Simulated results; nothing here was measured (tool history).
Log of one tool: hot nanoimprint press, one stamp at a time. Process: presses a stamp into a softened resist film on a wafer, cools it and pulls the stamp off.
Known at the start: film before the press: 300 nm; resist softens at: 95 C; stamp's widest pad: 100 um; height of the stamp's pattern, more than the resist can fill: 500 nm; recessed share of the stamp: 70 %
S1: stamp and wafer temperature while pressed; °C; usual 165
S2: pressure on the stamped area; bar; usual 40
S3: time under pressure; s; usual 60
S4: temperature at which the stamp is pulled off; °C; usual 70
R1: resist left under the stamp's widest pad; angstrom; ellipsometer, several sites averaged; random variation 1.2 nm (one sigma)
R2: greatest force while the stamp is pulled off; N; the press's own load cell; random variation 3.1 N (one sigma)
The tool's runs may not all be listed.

Run 1, day 0: usual settings. Result: R1 1714 angstrom, R2 149 N.
Run 2, day 2.046: usual settings. Result: R1 1716 angstrom, R2 155 N.
At day 3.529: stamp cleaned and given a new release coat.
Run 3, day 6.229: usual settings. Result: R1 1713 angstrom, R2 153 N.
At day 8.938: stamp cleaned and given a new release coat.
Run 4, day 9.342: usual settings. Result: R1 1684 angstrom, R2 139 N.
Run 5, day 10.988: usual settings. Result: R1 1657 angstrom, R2 151 N.
At day 12.05: plate thermocouple calibrated.
Run 6, day 12.846: usual settings. Result: R1 1620 angstrom, R2 151 N.
At day 14.279: stamp cleaned and given a new release coat.
Run 7, day 14.979: usual settings. Result: R1 1605 angstrom, R2 142 N.
Run 8, day 17.95: usual settings. Result: R1 1592 angstrom, R2 147 N.
At day 19.429: plate thermocouple calibrated, once more.
At day 19.679: stamp cleaned and given a new release coat.
Run 9, day 20.621: usual settings but S1 158 °C. Result: R1 2243 angstrom, R2 156 N.
Run 10, day 23.092: usual settings but S2 35.4 bar. Result: R1 1881 angstrom, R2 168 N.
At day 25.179: stamp cleaned and given a new release coat.
Run 11, day 26.808: usual settings but S2 35.4 bar. Result: R1 1865 angstrom, R2 152 N.
At day 30.617: stamp cleaned and given a new release coat.
Run 12, day 30.992: usual settings but S2 35.4 bar. Result: R1 1838 angstrom, R2 145 N.
Run 13, day 34.629: usual settings but S2 35.4 bar, S4 72 °C. Result: R1 1850 angstrom, R2 152 N.
At day 36: stamp cleaned and given a new release coat.
Run 14, day 38.412: usual settings but S2 35.4 bar, S4 72 °C. Result: R1 1822 angstrom, R2 141 N.
At day 41.425: stamp cleaned and given a new release coat.
Run 15, day 42.438: usual settings but S4 77 °C. Result: R1 1759 angstrom, R2 118 N.
Run 16, day 45.804: usual settings but S4 77 °C. Result: R1 1730 angstrom, R2 126 N.
At day 46.65: stamp cleaned and given a new release coat.
Run 17, day 48.542: usual settings but S4 77 °C. Result: R1 1720 angstrom, R2 114 N.
Run 18, day 50.238: usual settings but S4 77 °C. Result: R1 1717 angstrom, R2 119 N.
At day 50.733: plate thermocouple calibrated.
At day 52.108: stamp cleaned and given a new release coat.
Run 19, day 52.212: usual settings but S4 77 °C. Result: R1 1870 angstrom, R2 116 N.
Run 20, day 55.504: usual settings but S4 77 °C. Result: R1 1827 angstrom, R2 130 N.
At day 57.479: stamp cleaned and given a new release coat.
Run 21, day 58.95: usual settings but S3 59 s, S4 60 °C. Result: R1 1837 angstrom, R2 202 N.
Run 22, day 61.942: usual settings but S1 155 °C, S3 31 s. Result: R1 2600 angstrom, R2 168 N.
At day 62.812: stamp cleaned and given a new release coat.
Run 23, day 65.329: usual settings but S2 39.3 bar, S3 30 s, S4 75 °C. Result: R1 2197 angstrom, R2 136 N.
At day 66.792: press's hydraulic seals changed and the load cell set to zero.
At day 68.362: stamp cleaned and given a new release coat.
Run 24, day 69.275: usual settings but S1 174 °C, S2 34.1 bar, S3 74 s, S4 75 °C. Result: R1 1242 angstrom, R2 124 N.
Run 25, day 71.629: usual settings but S1 176 °C, S2 34.6 bar. Result: R1 1236 angstrom, R2 154 N.
At day 73.571: stamp cleaned and given a new release coat.
Run 26, day 74.192: usual settings but S1 176 °C, S2 34.6 bar. Result: R1 1230 angstrom, R2 141 N.
Run 27, day 76.7: usual settings but S3 93 s, S4 75 °C. Result: R1 1438 angstrom, R2 129 N.
At day 79.042: stamp cleaned and given a new release coat.
Run 28, day 79.55: usual settings but S3 93 s, S4 75 °C. Result: R1 1434 angstrom, R2 115 N.
At day 82.2: plate thermocouple calibrated.
Run 29, day 82.675: usual settings but S3 93 s, S4 75 °C. Result: R1 1566 angstrom, R2 141 N.

3 ways to go on from here, each from the tool as it stands after run 29. What would each give?
At day 84.567: stamp cleaned and given a new release coat.
Run A, day 85.262: usual settings but S1 163 °C, S2 24.7 bar, S3 57 s. Result: R1 ?, R2 ?.
At day 84.567: stamp cleaned and given a new release coat.
Run B, day 85.262: usual settings but S3 117 s. Result: R1 ?, R2 ?.
At day 84.567: stamp cleaned and given a new release coat.
Run C, day 85.262: usual settings but S1 159 °C, S2 24.5 bar, S3 93 s, S4 67 °C. Result: R1 ?, R2 ?.

run    R1   R2
  A  2239  150
  B  1417  148
  C  2213  173
Without the tool's hidden state the same runs would have given:
run    R1   R2
  A  2241  148
  B  1412  146
  C  2215  170
